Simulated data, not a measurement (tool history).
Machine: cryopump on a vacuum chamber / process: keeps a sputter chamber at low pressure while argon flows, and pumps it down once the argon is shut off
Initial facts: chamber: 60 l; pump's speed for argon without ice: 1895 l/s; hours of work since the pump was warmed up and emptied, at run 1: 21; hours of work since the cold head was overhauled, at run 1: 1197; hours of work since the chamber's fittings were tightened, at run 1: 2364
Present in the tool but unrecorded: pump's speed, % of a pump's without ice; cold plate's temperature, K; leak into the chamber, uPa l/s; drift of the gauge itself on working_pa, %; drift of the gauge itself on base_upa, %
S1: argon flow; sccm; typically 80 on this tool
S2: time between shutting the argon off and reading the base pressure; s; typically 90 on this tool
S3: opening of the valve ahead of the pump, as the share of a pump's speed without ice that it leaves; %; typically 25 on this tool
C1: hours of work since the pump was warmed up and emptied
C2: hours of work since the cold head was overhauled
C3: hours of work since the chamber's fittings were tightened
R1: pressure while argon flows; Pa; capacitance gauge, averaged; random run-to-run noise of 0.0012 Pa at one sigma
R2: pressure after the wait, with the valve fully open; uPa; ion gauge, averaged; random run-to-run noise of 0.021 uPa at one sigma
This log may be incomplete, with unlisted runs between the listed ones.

| run | hour | S1 | S2 | S3 | C1 | C2 | C3 | R1 | R2 |
|---|---|---|---|---|---|---|---|---|---|
| 1 | 0 | 80 | 90 | 25 | 21 | 1197 | 2364 | 0.2847 | 0.91 |
| 2 | 38.6 | 80 | 90 | 25 | 51 | 1227 | 2394 | 0.288 | 0.88 |
| 3 | 70.6 | 80 | 90 | 25 | 76 | 1251 | 2419 | 0.2862 | 0.92 |
|  | 93.3 | leaking fittings of the chamber tightened, without venting |
| 4 | 116.2 | 80 | 57 | 25 | 109 | 1285 | 18 | 0.2864 | 0.45 |
| 5 | 153.7 | 80 | 57 | 16 | 138 | 1314 | 46 | 0.4489 | 0.5 |
| 6 | 176.3 | 80 | 90 | 25 | 155 | 1331 | 64 | 0.2894 | 0.41 |
| 7 | 216.4 | 80 | 90 | 25 | 186 | 1362 | 94 | 0.2854 | 0.37 |
| 8 | 253.4 | 80 | 90 | 25 | 214 | 1390 | 123 | 0.2872 | 0.38 |
| 9 | 284.4 | 80 | 90 | 25 | 238 | 1414 | 147 | 0.2888 | 0.39 |
| 10 | 320.6 | 80 | 90 | 25 | 266 | 1442 | 174 | 0.2903 | 0.42 |
| 11 | 348.3 | 79 | 90 | 25 | 287 | 1463 | 196 | 0.2842 | 0.44 |
| 12 | 372.6 | 80 | 185 | 25 | 306 | 1481 | 214 | 0.2883 | 0.32 |
| 13 | 403.5 | 139 | 25 | 58 | 329 | 1505 | 238 | 0.2234 | 0.93 |
| 14 | 428.1 | 47 | 152 | 27 | 348 | 1524 | 257 | 0.1581 | 0.37 |
| 15 | 459.3 | 40 | 32 | 57 | 372 | 1548 | 281 | 0.064 | 0.79 |
| 16 | 485.5 | 72 | 32 | 57 | 392 | 1568 | 301 | 0.1172 | 0.77 |
| 17 | 518.9 | 72 | 32 | 57 | 418 | 1594 | 326 | 0.1167 | 0.83 |
| 18 | 552.8 | 99 | 90 | 32 | 444 | 1620 | 352 | 0.2822 | 0.5 |
| 19 | 602 | 68 | 90 | 55 | 481 | 1657 | 390 | 0.1144 | 0.49 |
| 20 | 641.8 | 68 | 90 | 55 | 512 | 1688 | 421 | 0.1155 | 0.46 |
| 21 | 678 | 68 | 90 | 55 | 540 | 1716 | 448 | 0.1163 | 0.46 |
| 22 | 714.1 | 70 | 286 | 25 | 567 | 1743 | 476 | 0.256 | 0.4 |
| 23 | 751.2 | 67 | 90 | 25 | 596 | 1772 | 504 | 0.2453 | 0.54 |
| 24 | 785.6 | 67 | 285 | 18 | 622 | 1798 | 531 | 0.3372 | 0.39 |

Predict each of these 5 candidate next runs independently; none follows another, all start after run 24:
| A | 834.8 | 67 | 285 | 32 | 660 | 1836 | 569 | ? | ? |
| B | 834.8 | 67 | 165 | 45 | 660 | 1836 | 569 | ? | ? |
| C | 834.8 | 38 | 231 | 16 | 660 | 1836 | 569 | ? | ? |
| D | 834.8 | 52 | 104 | 17 | 660 | 1836 | 569 | ? | ? |
| E | 834.8 | 84 | 50 | 18 | 660 | 1836 | 569 | ? | ? |

| run | R1 | R2 |
|---|---|---|
| A | 0.1944 | 0.4 |
| B | 0.1391 | 0.47 |
| C | 0.2165 | 0.43 |
| D | 0.2801 | 0.51 |
| E | 0.4236 | 0.67 |
Without the tool's hidden state the same runs would have given:
| run | R1 | R2 |
|---|---|---|
| A | 0.1881 | 0.22 |
| B | 0.1328 | 0.29 |
| C | 0.2129 | 0.26 |
| D | 0.2752 | 0.34 |
| E | 0.4157 | 0.5 |
